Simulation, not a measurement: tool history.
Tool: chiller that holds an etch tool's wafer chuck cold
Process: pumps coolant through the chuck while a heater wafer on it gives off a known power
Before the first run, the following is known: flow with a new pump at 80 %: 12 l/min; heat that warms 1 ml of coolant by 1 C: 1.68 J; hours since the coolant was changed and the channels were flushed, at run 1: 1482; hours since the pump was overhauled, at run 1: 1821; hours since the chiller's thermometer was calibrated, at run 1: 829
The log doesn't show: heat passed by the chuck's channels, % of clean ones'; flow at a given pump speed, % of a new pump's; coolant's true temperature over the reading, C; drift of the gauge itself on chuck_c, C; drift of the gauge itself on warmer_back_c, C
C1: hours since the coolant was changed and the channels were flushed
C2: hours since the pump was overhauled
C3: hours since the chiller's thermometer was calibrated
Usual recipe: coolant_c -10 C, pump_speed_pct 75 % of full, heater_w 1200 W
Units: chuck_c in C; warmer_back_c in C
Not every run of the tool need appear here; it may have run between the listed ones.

{"run": 1, "hour": 0.0, "coolant_c": -10, "pump_speed_pct": 75, "heater_w": 1200, "C1": 1482, "C2": 1821, "C3": 829, "chuck_c": 1.2, "warmer_back_c": 3.84}
{"run": 2, "hour": 113.0, "coolant_c": -10, "pump_speed_pct": 75, "heater_w": 1200, "C1": 1595, "C2": 1934, "C3": 942, "chuck_c": 1.0, "warmer_back_c": 3.88}
{"run": 3, "hour": 183.9, "coolant_c": -18, "pump_speed_pct": 75, "heater_w": 1200, "C1": 1666, "C2": 2005, "C3": 1013, "chuck_c": -6.8, "warmer_back_c": 3.87}
{"run": 4, "hour": 259.7, "coolant_c": -10, "pump_speed_pct": 60, "heater_w": 1200, "C1": 1742, "C2": 2081, "C3": 1089, "chuck_c": 2.8, "warmer_back_c": 4.93}
{"run": 5, "hour": 409.2, "coolant_c": -10, "pump_speed_pct": 75, "heater_w": 1200, "C1": 1892, "C2": 2230, "C3": 1239, "chuck_c": 1.2, "warmer_back_c": 3.85}
{"run": 6, "hour": 546.4, "coolant_c": -10, "pump_speed_pct": 75, "heater_w": 1200, "C1": 2029, "C2": 2368, "C3": 1376, "chuck_c": 1.1, "warmer_back_c": 3.88}
{"run": 7, "hour": 649.2, "coolant_c": -10, "pump_speed_pct": 75, "heater_w": 1200, "C1": 2132, "C2": 2470, "C3": 1479, "chuck_c": 1.0, "warmer_back_c": 3.87}
{"run": 8, "hour": 719.9, "coolant_c": -17, "pump_speed_pct": 90, "heater_w": 1200, "C1": 2202, "C2": 2541, "C3": 1549, "chuck_c": -7.3, "warmer_back_c": 3.2}
{"run": 9, "hour": 804.9, "coolant_c": -10, "pump_speed_pct": 65, "heater_w": 1200, "C1": 2287, "C2": 2626, "C3": 1634, "chuck_c": 2.3, "warmer_back_c": 4.55}
{"run": 10, "hour": 867.9, "coolant_c": -18, "pump_speed_pct": 90, "heater_w": 1643, "C1": 2350, "C2": 2689, "C3": 1697, "chuck_c": -4.4, "warmer_back_c": 4.47}
{"run": 11, "hour": 978.0, "coolant_c": -20, "pump_speed_pct": 66, "heater_w": 1363, "C1": 2460, "C2": 2799, "C3": 1807, "chuck_c": -6.4, "warmer_back_c": 5.07}

The next listed run, before its measurement:
{"run": 12, "hour": 1111.8, "coolant_c": -10, "pump_speed_pct": 75, "heater_w": 1302, "C1": 2594, "C2": 2933, "C3": 1941, "chuck_c": "?", "warmer_back_c": "?"}

{"run 12": {"chuck_c": 2.2, "warmer_back_c": 4.25}}
Were there no unlogged condition in the tool, this run, its random variation unchanged, would have produced chuck_c 2.2 C, warmer_back_c 4.17 C.

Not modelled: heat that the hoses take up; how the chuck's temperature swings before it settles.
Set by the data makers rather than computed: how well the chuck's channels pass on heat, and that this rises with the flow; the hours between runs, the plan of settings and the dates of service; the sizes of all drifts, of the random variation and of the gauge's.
